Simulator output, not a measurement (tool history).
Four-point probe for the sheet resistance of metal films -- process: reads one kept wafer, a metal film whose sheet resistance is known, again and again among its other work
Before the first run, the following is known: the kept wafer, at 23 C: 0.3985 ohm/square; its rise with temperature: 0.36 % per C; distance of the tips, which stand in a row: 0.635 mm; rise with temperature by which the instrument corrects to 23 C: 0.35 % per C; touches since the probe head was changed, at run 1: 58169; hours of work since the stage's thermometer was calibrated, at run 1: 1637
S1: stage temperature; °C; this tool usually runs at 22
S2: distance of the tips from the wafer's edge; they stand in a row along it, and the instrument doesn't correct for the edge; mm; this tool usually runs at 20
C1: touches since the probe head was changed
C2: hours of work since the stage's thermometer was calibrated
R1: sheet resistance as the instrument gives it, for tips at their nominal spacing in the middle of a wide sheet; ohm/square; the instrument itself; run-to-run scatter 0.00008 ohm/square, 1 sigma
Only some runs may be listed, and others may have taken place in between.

| run | hour | S1 | S2 | C1 | C2 | R1 |
|---|---|---|---|---|---|---|
| 1 | 0 | 22 | 20 | 58169 | 1637 | 0.40137 |
| 2 | 77.9 | 26 | 20 | 59528 | 1674 | 0.401607 |
| 3 | 161 | 26 | 4 | 60977 | 1713 | 0.406928 |
| 4 | 255.9 | 26 | 3 | 62633 | 1758 | 0.411008 |
| 5 | 329.9 | 26 | 3 | 63924 | 1793 | 0.411217 |
| 6 | 376.9 | 26 | 3 | 64744 | 1815 | 0.411099 |
| 7 | 458.8 | 26 | 3 | 66173 | 1854 | 0.410964 |
| 8 | 564.1 | 26 | 3 | 68009 | 1904 | 0.411193 |
| 9 | 634.2 | 27 | 20 | 69232 | 1937 | 0.401732 |
| 10 | 722.4 | 27 | 46 | 70770 | 1978 | 0.401978 |
|  | 769.1 | stage's thermometer calibrated |
| 11 | 808.5 | 27 | 46 | 72264 | 19 | 0.402117 |
| 12 | 870.7 | 25 | 20 | 73350 | 48 | 0.402275 |
| 13 | 979.5 | 25 | 20 | 75248 | 99 | 0.402323 |
| 14 | 1076.9 | 27 | 7 | 76946 | 145 | 0.404024 |
|  | 1094.2 | stage's thermometer calibrated, once more |
| 15 | 1175.9 | 22 | 10 | 78665 | 39 | 0.401992 |
| 16 | 1267.4 | 22 | 10 | 80261 | 82 | 0.401934 |
| 17 | 1321.6 | 22 | 10 | 81206 | 107 | 0.402019 |
| 18 | 1416.5 | 23 | 51 | 82862 | 152 | 0.40121 |
| 19 | 1493.5 | 23 | 74 | 84206 | 188 | 0.401324 |
| 20 | 1541.1 | 24 | 8 | 85036 | 211 | 0.402716 |
| 21 | 1637.1 | 24 | 8 | 86709 | 256 | 0.402765 |
| 22 | 1715.8 | 24 | 8 | 88083 | 293 | 0.402864 |
| 23 | 1792.1 | 30 | 10 | 89415 | 329 | 0.402668 |
| 24 | 1865.4 | 26 | 13 | 90692 | 364 | 0.40215 |
| 25 | 1959.5 | 18 | 15 | 92335 | 408 | 0.401796 |

Measured result minus the same run's result without the hidden state. Both carry the same run-to-run variation, though not necessarily the same gauge scatter:
The tool's hidden condition here consists of: inner tips' distance over the nominal, %; tips' flats over new ones', %; wafer's true temperature over the reading, C; drift of the gauge itself on sheet_ohm, %.
| run | R1 |
|---|---|
| 1 | +0.002693 |
| 2 | +0.002739 |
| 3 | +0.002828 |
| 4 | +0.002915 |
| 5 | +0.002965 |
| 6 | +0.002997 |
| 7 | +0.003054 |
| 8 | +0.00313 |
| 9 | +0.003106 |
| 10 | +0.003166 |
| 11 | +0.003392 |
| 12 | +0.003444 |
| 13 | +0.003517 |
| 14 | +0.00359 |
| 15 | +0.002555 |
| 16 | +0.002612 |
| 17 | +0.00265 |
| 18 | +0.002708 |
| 19 | +0.002763 |
| 20 | +0.002802 |
| 21 | +0.002871 |
| 22 | +0.002926 |
| 23 | +0.002977 |
| 24 | +0.00302 |
| 25 | +0.003086 |
